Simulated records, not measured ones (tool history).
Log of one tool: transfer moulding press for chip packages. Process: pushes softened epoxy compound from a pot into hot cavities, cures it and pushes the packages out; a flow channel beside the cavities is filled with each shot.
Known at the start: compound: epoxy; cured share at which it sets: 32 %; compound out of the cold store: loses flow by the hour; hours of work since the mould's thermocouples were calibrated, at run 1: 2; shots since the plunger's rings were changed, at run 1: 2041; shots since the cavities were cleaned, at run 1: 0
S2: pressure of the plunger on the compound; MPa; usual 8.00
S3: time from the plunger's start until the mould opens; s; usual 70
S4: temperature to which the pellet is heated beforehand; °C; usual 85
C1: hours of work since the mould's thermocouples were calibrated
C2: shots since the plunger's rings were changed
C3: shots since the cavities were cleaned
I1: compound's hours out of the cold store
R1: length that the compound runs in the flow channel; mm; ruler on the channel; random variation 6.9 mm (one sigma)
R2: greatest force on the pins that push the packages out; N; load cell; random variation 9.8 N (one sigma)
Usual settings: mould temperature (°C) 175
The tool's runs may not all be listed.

Run 1, hour 0.0: usual settings; C1 2; C2 2041; C3 0; I1 43.8. Result: R1 661 mm, R2 417 N.
At hour 51.1: cavities cleaned with cleaning compound and waxed.
At hour 99.9: cavities cleaned with cleaning compound and waxed.
Run 2, hour 99.9: usual settings but mould temperature (°C) 174; C1 60; C2 3481; C3 0; I1 34.7. Result: R1 682 mm, R2 474 N.
At hour 151.2: cavities cleaned with cleaning compound and waxed.
Run 3, hour 184.8: usual settings; C1 109; C2 4719; C3 499; I1 27.7. Result: R1 678 mm, R2 859 N.
At hour 200.8: cavities cleaned with cleaning compound and waxed.
Run 4, hour 231.4: usual settings; C1 136; C2 5389; C3 455; I1 37.7. Result: R1 637 mm, R2 782 N.
At hour 250.5: cavities cleaned with cleaning compound and waxed.
At hour 267.5: plunger's sealing rings changed.
Run 5, hour 279.5: usual settings; C1 162; C2 178; C3 395; I1 12.8. Result: R1 775 mm, R2 771 N.
At hour 300.0: cavities cleaned with cleaning compound and waxed.
Run 6, hour 332.3: usual settings; C1 192; C2 939; C3 479; I1 8.8. Result: R1 787 mm, R2 833 N.
At hour 347.6: cavities cleaned with cleaning compound and waxed.
Run 7, hour 379.9: usual settings; C1 220; C2 1625; C3 480; I1 30.6. Result: R1 693 mm, R2 837 N.
At hour 395.0: cavities cleaned with cleaning compound and waxed.
At hour 448.8: cavities cleaned with cleaning compound and waxed.
Run 8, hour 464.4: usual settings but mould temperature (°C) 181, S3 52 s; C1 268; C2 2836; C3 232; I1 10.0. Result: R1 746 mm, R2 1025 N.
At hour 500.3: cavities cleaned with cleaning compound and waxed.
At hour 542.9: mould's thermocouples calibrated.
At hour 550.8: cavities cleaned with cleaning compound and waxed.
Run 9, hour 553.9: usual settings but S2 9.31 MPa, S4 83 °C; C1 6; C2 4090; C3 45; I1 34.6. Result: R1 707 mm, R2 509 N.
At hour 601.6: cavities cleaned with cleaning compound and waxed.
Run 10, hour 603.6: usual settings but mould temperature (°C) 176, S2 8.61 MPa, S4 83 °C; C1 34; C2 4807; C3 31; I1 20.4. Result: R1 736 mm, R2 463 N.
Run 11, hour 646.8: usual settings but S3 75 s, S4 79 °C; C1 60; C2 5448; C3 672; I1 25.0. Result: R1 678 mm, R2 768 N.
At hour 655.1: cavities cleaned with cleaning compound and waxed.
At hour 677.9: plunger's sealing rings changed.
At hour 707.2: cavities cleaned with cleaning compound and waxed.
Run 12, hour 738.0: usual settings but mould temperature (°C) 183; C1 111; C2 870; C3 457; I1 38.5. Result: R1 668 mm, R2 623 N.
At hour 756.0: cavities cleaned with cleaning compound and waxed.
At hour 807.6: cavities cleaned with cleaning compound and waxed.
Run 13, hour 816.5: usual settings but mould temperature (°C) 183, S2 8.88 MPa; C1 155; C2 1992; C3 133; I1 17.5. Result: R1 753 mm, R2 442 N.

Forecast each of these 5 alternatives for the next run:
At hour 863.2: cavities cleaned with cleaning compound and waxed.
At hour 910.9: cavities cleaned with cleaning compound and waxed.
Run A, hour 910.9: usual settings but mould temperature (°C) 183, S2 7.09 MPa, S3 80 s, S4 94 °C; C1 209; C2 3349; C3 0; I1 41.2. Result: R1 ?, R2 ?.
At hour 863.2: cavities cleaned with cleaning compound and waxed.
At hour 910.9: cavities cleaned with cleaning compound and waxed.
Run B, hour 910.9: usual settings but mould temperature (°C) 183, S2 9.42 MPa; C1 209; C2 3349; C3 0; I1 31.8. Result: R1 ?, R2 ?.
At hour 863.2: cavities cleaned with cleaning compound and waxed.
At hour 910.9: cavities cleaned with cleaning compound and waxed.
Run C, hour 910.9: usual settings but mould temperature (°C) 167, S4 87 °C; C1 209; C2 3349; C3 0; I1 31.2. Result: R1 ?, R2 ?.
At hour 863.2: cavities cleaned with cleaning compound and waxed.
At hour 910.9: cavities cleaned with cleaning compound and waxed.
Run D, hour 910.9: usual settings but mould temperature (°C) 171, S2 9.42 MPa, S4 88 °C; C1 209; C2 3349; C3 0; I1 20.1. Result: R1 ?, R2 ?.
At hour 863.2: cavities cleaned with cleaning compound and waxed.
At hour 910.9: cavities cleaned with cleaning compound and waxed.
Run E, hour 910.9: usual settings but mould temperature (°C) 183, S2 8.90 MPa; C1 209; C2 3349; C3 0; I1 36.3. Result: R1 ?, R2 ?.

run   R1   R2
  A  602  332
  B  721  331
  C  694  705
  D  771  558
  E  691  337
Without the tool's hidden state the same runs would have given:
run   R1   R2
  A  636  331
  B  762  330
  C  733  695
  D  815  550
  E  730  336
